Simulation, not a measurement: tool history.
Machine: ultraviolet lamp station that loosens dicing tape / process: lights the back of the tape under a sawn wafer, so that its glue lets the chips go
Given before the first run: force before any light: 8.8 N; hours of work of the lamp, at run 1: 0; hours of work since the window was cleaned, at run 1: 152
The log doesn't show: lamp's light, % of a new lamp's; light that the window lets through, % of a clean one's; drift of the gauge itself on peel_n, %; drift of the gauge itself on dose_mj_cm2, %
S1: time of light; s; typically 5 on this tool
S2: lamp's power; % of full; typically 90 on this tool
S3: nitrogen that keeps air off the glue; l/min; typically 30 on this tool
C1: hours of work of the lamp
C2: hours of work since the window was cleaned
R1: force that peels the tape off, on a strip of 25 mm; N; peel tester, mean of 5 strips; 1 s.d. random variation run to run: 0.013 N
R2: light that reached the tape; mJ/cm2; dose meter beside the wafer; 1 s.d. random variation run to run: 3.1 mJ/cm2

Run 1, hour 0: usual settings; C1 0; C2 152. Result: R1 0.68 N, R2 440 mJ/cm2.
Run 2, hour 64.2: usual settings; C1 50; C2 202. Result: R1 0.733 N, R2 428 mJ/cm2.
Run 3, hour 137.7: usual settings; C1 108; C2 260. Result: R1 0.782 N, R2 422 mJ/cm2.
Run 4, hour 190.5: usual settings; C1 149; C2 301. Result: R1 0.802 N, R2 408 mJ/cm2.
Run 5, hour 250.5: usual settings; C1 195; C2 348. Result: R1 0.866 N, R2 395 mJ/cm2.
Run 6, hour 288.4: usual settings; C1 225; C2 377. Result: R1 0.906 N, R2 391 mJ/cm2.
Run 7, hour 328: usual settings but S1 3 s; C1 256; C2 408. Result: R1 2.267 N, R2 231 mJ/cm2.
Run 8, hour 398.3: usual settings but S1 3 s; C1 311; C2 463. Result: R1 2.412 N, R2 221 mJ/cm2.
Run 9, hour 451.2: usual settings but S1 3 s; C1 352; C2 504. Result: R1 2.438 N, R2 216 mJ/cm2.
Run 10, hour 494.4: usual settings but S1 3 s; C1 386; C2 538. Result: R1 2.532 N, R2 206 mJ/cm2.
Run 11, hour 541.1: usual settings but S1 3 s; C1 422; C2 575. Result: R1 2.576 N, R2 209 mJ/cm2.
At hour 613.4: window cleaned of glue's vapour.
Run 12, hour 613.4: usual settings but S1 8 s, S2 63 % of full; C1 478; C2 0. Result: R1 0.698 N, R2 431 mJ/cm2.
Run 13, hour 648.9: usual settings but S1 8 s, S2 63 % of full; C1 506; C2 28. Result: R1 0.757 N, R2 428 mJ/cm2.
Run 14, hour 686.7: usual settings but S1 6 s, S2 79 % of full, S3 12 l/min; C1 536; C2 57. Result: R1 1.691 N, R2 391 mJ/cm2.
Run 15, hour 725.6: usual settings but S1 6 s, S2 79 % of full, S3 12 l/min; C1 566; C2 88. Result: R1 1.823 N, R2 382 mJ/cm2.
Run 16, hour 762.3: usual settings but S1 9 s, S2 87 % of full, S3 12 l/min; C1 595; C2 116. Result: R1 0.707 N, R2 628 mJ/cm2.
Run 17, hour 834.8: usual settings but S1 9 s, S2 87 % of full, S3 12 l/min; C1 651; C2 173. Result: R1 0.76 N, R2 600 mJ/cm2.
Run 18, hour 899: usual settings but S1 7 s, S2 72 % of full, S3 38 l/min; C1 701; C2 223. Result: R1 0.791 N, R2 380 mJ/cm2.
Run 19, hour 958.2: usual settings but S2 78 % of full, S3 27 l/min; C1 748; C2 269. Result: R1 1.753 N, R2 282 mJ/cm2.
Run 20, hour 996.4: usual settings but S2 98 % of full, S3 10 l/min; C1 777; C2 299. Result: R1 2.245 N, R2 349 mJ/cm2.
Run 21, hour 1071.2: usual settings but S1 8 s; C1 836; C2 357. Result: R1 0.537 N, R2 489 mJ/cm2.

Here are 4 independent what-if runs from the current tool condition. What would each one return?
Run A, hour 1127.8: usual settings but S1 7 s, S3 38 l/min; C1 880; C2 402. Result: R1 ?, R2 ?.
Run B, hour 1127.8: usual settings but S1 4 s, S3 42 l/min; C1 880; C2 402. Result: R1 ?, R2 ?.
Run C, hour 1127.8: usual settings but S1 8 s, S2 67 % of full, S3 19 l/min; C1 880; C2 402. Result: R1 ?, R2 ?.
Run D, hour 1127.8: usual settings but S1 7 s, S2 71 % of full, S3 9 l/min; C1 880; C2 402. Result: R1 ?, R2 ?.

run     R1   R2
  A  0.622  424
  B  1.833  240
  C  1.479  353
  D   2.54  327
Without the tool's unlogged condition, the same runs would have read:
run     R1   R2
  A  0.194  661
  B  0.786  375
  C  0.581  553
  D  1.289  511
